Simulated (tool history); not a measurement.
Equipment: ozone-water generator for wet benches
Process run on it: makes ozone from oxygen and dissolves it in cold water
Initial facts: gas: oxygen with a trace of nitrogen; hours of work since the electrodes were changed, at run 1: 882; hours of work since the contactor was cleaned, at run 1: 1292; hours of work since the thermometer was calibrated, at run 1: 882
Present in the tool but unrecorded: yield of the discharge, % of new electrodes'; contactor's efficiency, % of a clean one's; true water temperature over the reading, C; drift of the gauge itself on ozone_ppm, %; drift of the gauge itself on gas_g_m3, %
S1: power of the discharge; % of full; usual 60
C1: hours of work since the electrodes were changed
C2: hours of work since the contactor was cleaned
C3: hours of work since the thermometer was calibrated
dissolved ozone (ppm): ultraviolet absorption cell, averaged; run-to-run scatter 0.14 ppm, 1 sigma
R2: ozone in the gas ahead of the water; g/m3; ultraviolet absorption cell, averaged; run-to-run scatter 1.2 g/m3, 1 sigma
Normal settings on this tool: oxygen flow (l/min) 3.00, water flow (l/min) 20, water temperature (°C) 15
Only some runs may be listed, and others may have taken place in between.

Run 1, day 0.000: usual settings; C1 882; C2 1292; C3 882. Result: dissolved ozone (ppm) 16.0, R2 214.4 g/m3.
Run 2, day 5.042: usual settings; C1 982; C2 1393; C3 982. Result: dissolved ozone (ppm) 16.3, R2 215.9 g/m3.
Run 3, day 7.250: usual settings; C1 1026; C2 1437; C3 1026. Result: dissolved ozone (ppm) 16.2, R2 215.5 g/m3.
Run 4, day 12.108: usual settings; C1 1123; C2 1533; C3 1123. Result: dissolved ozone (ppm) 16.0, R2 215.2 g/m3.
Run 5, day 16.008: usual settings; C1 1200; C2 1611; C3 1200. Result: dissolved ozone (ppm) 15.8, R2 214.9 g/m3.
Run 6, day 20.558: usual settings; C1 1291; C2 1702; C3 1291. Result: dissolved ozone (ppm) 16.2, R2 213.0 g/m3.
Run 7, day 24.404: usual settings; C1 1368; C2 1778; C3 1368. Result: dissolved ozone (ppm) 16.1, R2 214.6 g/m3.
Run 8, day 26.825: usual settings; C1 1416; C2 1826; C3 1416. Result: dissolved ozone (ppm) 16.3, R2 212.8 g/m3.
Run 9, day 30.400: usual settings; C1 1487; C2 1897; C3 1487. Result: dissolved ozone (ppm) 16.2, R2 213.2 g/m3.
Run 10, day 33.404: usual settings; C1 1547; C2 1957; C3 1547. Result: dissolved ozone (ppm) 16.0, R2 212.9 g/m3.
Run 11, day 37.500: usual settings; C1 1628; C2 2039; C3 1628. Result: dissolved ozone (ppm) 16.3, R2 213.8 g/m3.
Run 12, day 41.296: usual settings; C1 1704; C2 2114; C3 1704. Result: dissolved ozone (ppm) 16.2, R2 215.9 g/m3.
Run 13, day 45.300: usual settings; C1 1783; C2 2194; C3 1783. Result: dissolved ozone (ppm) 16.2, R2 213.0 g/m3.
Run 14, day 49.125: usual settings; C1 1859; C2 2270; C3 1859. Result: dissolved ozone (ppm) 16.2, R2 213.0 g/m3.
Run 15, day 53.754: usual settings; C1 1952; C2 2362; C3 1952. Result: dissolved ozone (ppm) 16.0, R2 213.5 g/m3.
Run 16, day 58.592: usual settings; C1 2048; C2 2458; C3 2048. Result: dissolved ozone (ppm) 16.2, R2 210.5 g/m3.
Run 17, day 60.925: usual settings; C1 2094; C2 2505; C3 2094. Result: dissolved ozone (ppm) 16.0, R2 211.7 g/m3.
At day 64.000: contactor cleaned.
Run 18, day 65.421: usual settings but S1 52 % of full, oxygen flow (l/min) 4.27, water temperature (°C) 8; C1 2180; C2 28; C3 2180. Result: dissolved ozone (ppm) 17.9, R2 169.3 g/m3.
Run 19, day 69.188: usual settings but S1 52 % of full, oxygen flow (l/min) 4.27, water temperature (°C) 8; C1 2255; C2 103; C3 2255. Result: dissolved ozone (ppm) 17.8, R2 169.9 g/m3.
Run 20, day 74.329: usual settings but oxygen flow (l/min) 5.28, water temperature (°C) 16; C1 2358; C2 206; C3 2358. Result: dissolved ozone (ppm) 19.3, R2 176.4 g/m3.
Run 21, day 76.633: usual settings but S1 80 % of full, oxygen flow (l/min) 3.10, water flow (l/min) 14, water temperature (°C) 20; C1 2404; C2 251; C3 2404. Result: dissolved ozone (ppm) 25.3, R2 259.6 g/m3.
Run 22, day 81.771: usual settings but oxygen flow (l/min) 1.75; C1 2506; C2 354; C3 2506. Result: dissolved ozone (ppm) 12.6, R2 250.4 g/m3.
Run 23, day 84.792: usual settings but S1 49 % of full, oxygen flow (l/min) 3.28, water flow (l/min) 14, water temperature (°C) 7; C1 2566; C2 414; C3 2566. Result: dissolved ozone (ppm) 21.0, R2 176.4 g/m3.
Run 24, day 87.488: usual settings but S1 49 % of full, oxygen flow (l/min) 4.36, water flow (l/min) 27, water temperature (°C) 7; C1 2620; C2 467; C3 2620. Result: dissolved ozone (ppm) 13.3, R2 160.4 g/m3.
At day 91.238: water thermometer calibrated.
Run 25, day 91.579: usual settings but water flow (l/min) 14; C1 2701; C2 548; C3 7. Result: dissolved ozone (ppm) 21.6, R2 213.4 g/m3.

Run 26, settings as shown, results not yet in. Your forecast:
Run 26, day 94.017: usual settings but S1 47 % of full, oxygen flow (l/min) 3.49, water flow (l/min) 14, water temperature (°C) 8; C1 2749; C2 597; C3 55. Result: dissolved ozone (ppm) ?, R2 ?.

{"run 26": {"dissolved ozone (ppm)": 20.8, "R2": 168.1}}
Take away the tool's hidden state, keep the run-to-run variation as it was, and the same run would have given dissolved ozone (ppm) 20.9, R2 172.1 g/m3.
